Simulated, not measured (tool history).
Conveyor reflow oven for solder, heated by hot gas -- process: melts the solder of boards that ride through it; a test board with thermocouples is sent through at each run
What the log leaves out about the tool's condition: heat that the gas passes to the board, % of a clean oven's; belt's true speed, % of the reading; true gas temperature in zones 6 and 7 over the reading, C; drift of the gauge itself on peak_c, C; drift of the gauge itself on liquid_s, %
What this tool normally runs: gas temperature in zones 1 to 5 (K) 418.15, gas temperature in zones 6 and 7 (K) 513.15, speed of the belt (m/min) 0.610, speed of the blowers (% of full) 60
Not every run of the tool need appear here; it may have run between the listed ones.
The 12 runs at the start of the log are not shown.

run	day	gas temperature in zones 1 to 5 (K)	gas temperature in zones 6 and 7 (K)	speed of the belt (m/min)	speed of the blowers (% of full)	hours of work since the flux was cleaned out	hours of work since the belt drive was overhauled	hours of work since the thermocouples were changed	highest temperature of the board (K)	time above the solder's melting point (s)
13	16.046	418.15	513.15	0.610	60	131	141	638	493.25	46.9
14	16.829	418.15	513.15	0.610	60	142	151	648	493.15	46.9
15	18.492	418.15	513.15	0.610	60	164	174	671	493.45	46.9
16	19.838	418.15	513.15	0.610	60	182	192	689	492.65	47.0
17	20.533	419.15	513.15	0.616	60	191	201	698	492.55	46.7
18	21.954	408.15	527.15	0.687	55	211	220	717	495.95	39.9
19	22.754	418.15	526.15	0.675	60	221	231	728	499.85	45.3
20	24.158	416.15	528.15	0.568	59	240	250	747	507.25	57.8
21	24.950	415.15	528.15	0.581	59	251	261	758	506.15	55.9
22	25.842	418.15	528.15	0.610	51	263	273	770	503.55	52.4
23	26.792	406.15	525.15	0.610	64	276	285	782	501.45	48.2
24	27.692	406.15	525.15	0.610	64	288	298	794	501.45	48.4
25	28.612	425.15	517.15	0.642	74	300	310	807	498.45	50.2
26	30.129	403.15	517.15	0.633	88	321	330	827	496.65	43.8
27	31.329	425.15	501.15	0.685	59	337	347	843	480.65	35.4
28	32.054	425.15	501.15	0.559	86	347	356	853	489.85	53.2
29	33.346	425.15	501.15	0.559	86	364	374	871	490.45	53.4
30	34.629	418.15	505.15	0.610	60	381	391	888	486.05	43.0
# day 35.833: flux residue cleaned out of gas plates and filters
31	36.179	404.15	513.15	0.610	50	5	409	906	486.95	39.0
32	37.267	404.15	513.15	0.610	50	19	424	921	486.65	38.9

3 options for the next run, each taken on its own from the tool as it stands now. Forecast them:
A	38.075	425.15	513.15	0.570	50	30	435	931	?	?
B	38.075	419.15	521.15	0.610	60	30	435	931	?	?
C	38.075	414.15	523.15	0.610	63	30	435	931	?	?

run	highest temperature of the board (K)	time above the solder's melting point (s)
A	494.65	54.0
B	499.75	51.2
C	501.65	50.0
The same runs, with their run-to-run variation unchanged, on a tool lacking any hidden condition would have given:
run	highest temperature of the board (K)	time above the solder's melting point (s)
A	494.55	53.9
B	499.75	51.2
C	501.65	50.0
